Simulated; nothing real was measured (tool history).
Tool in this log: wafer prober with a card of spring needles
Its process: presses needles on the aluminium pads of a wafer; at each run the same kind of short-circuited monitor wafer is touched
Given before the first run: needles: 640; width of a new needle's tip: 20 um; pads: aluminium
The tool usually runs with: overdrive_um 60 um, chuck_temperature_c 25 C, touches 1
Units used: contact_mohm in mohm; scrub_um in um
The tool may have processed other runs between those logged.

| run | hour | overdrive_um | chuck_temperature_c | touches | contact_mohm | scrub_um |
|---|---|---|---|---|---|---|
| 1 | 0.0 | 60 | 25 | 1 | 183 | 13.56 |
|  | 17.1 | tips cleaned on abrasive film |
|  | 49.4 | tips cleaned on abrasive film |
| 2 | 69.9 | 60 | 25 | 1 | 180 | 13.51 |
|  | 83.4 | tips cleaned on abrasive film |
|  | 116.0 | tips cleaned on abrasive film |
| 3 | 135.9 | 60 | 25 | 1 | 181 | 13.48 |
|  | 148.3 | tips cleaned on abrasive film |
|  | 182.6 | tips cleaned on abrasive film |
| 4 | 193.9 | 60 | 25 | 1 | 171 | 13.46 |
|  | 218.6 | tips cleaned on abrasive film |
| 5 | 223.9 | 60 | 25 | 1 | 147 | 13.44 |
|  | 247.0 | height of the first contact set anew |
|  | 252.6 | tips cleaned on abrasive film |
| 6 | 262.8 | 52 | 25 | 1 | 181 | 11.79 |
|  | 285.4 | tips cleaned on abrasive film |
| 7 | 309.6 | 52 | 25 | 1 | 208 | 11.76 |
|  | 319.4 | tips cleaned on abrasive film |
|  | 353.4 | tips cleaned on abrasive film |
| 8 | 376.3 | 60 | 25 | 1 | 184 | 13.53 |
|  | 386.0 | tips cleaned on abrasive film |
|  | 421.3 | tips cleaned on abrasive film |
| 9 | 428.0 | 60 | 25 | 1 | 153 | 13.51 |
|  | 454.1 | tips cleaned on abrasive film |
| 10 | 484.7 | 60 | 25 | 1 | 186 | 13.51 |
|  | 488.0 | tips cleaned on abrasive film |
|  | 524.3 | tips cleaned on abrasive film |
| 11 | 549.6 | 60 | 25 | 1 | 189 | 13.47 |
|  | 559.5 | tips cleaned on abrasive film |
|  | 591.5 | tips cleaned on abrasive film |
| 12 | 597.6 | 60 | 25 | 1 | 145 | 13.44 |
|  | 619.8 | height of the first contact set anew |
|  | 626.0 | tips cleaned on abrasive film |
| 13 | 643.5 | 60 | 25 | 1 | 182 | 13.58 |
|  | 657.6 | tips cleaned on abrasive film |
|  | 691.9 | tips cleaned on abrasive film |
| 14 | 699.4 | 60 | 25 | 1 | 149 | 13.54 |
|  | 725.0 | tips cleaned on abrasive film |
| 15 | 733.7 | 60 | 25 | 1 | 163 | 13.54 |
|  | 757.8 | tips cleaned on abrasive film |
|  | 793.5 | tips cleaned on abrasive film |
| 16 | 793.5 | 76 | 25 | 1 | 111 | 17.11 |
|  | 828.9 | tips cleaned on abrasive film |
| 17 | 836.9 | 76 | 25 | 1 | 138 | 17.09 |
|  | 861.9 | tips cleaned on abrasive film |
| 18 | 867.1 | 76 | 25 | 1 | 132 | 17.11 |
|  | 895.9 | tips cleaned on abrasive film |
| 19 | 917.6 | 76 | 25 | 1 | 156 | 17.09 |
|  | 930.8 | tips cleaned on abrasive film |
| 20 | 957.6 | 76 | 25 | 1 | 161 | 17.06 |
|  | 965.1 | tips cleaned on abrasive film |
|  | 991.4 | height of the first contact set anew |
|  | 999.9 | tips cleaned on abrasive film |
| 21 | 1005.4 | 76 | 25 | 1 | 135 | 17.22 |
|  | 1034.2 | tips cleaned on abrasive film |
| 22 | 1055.4 | 65 | 36 | 2 | 149 | 14.68 |

Estimate the outcome of run 23 from the log above:
|  | 1069.9 | tips cleaned on abrasive film |
| 23 | 1088.2 | 55 | 66 | 3 | ? | ? |

{"run 23": {"contact_mohm": 149, "scrub_um": 12.44}}
Had the tool carried no hidden state, the very same run would have given contact_mohm 120 mohm, scrub_um 12.49 um.
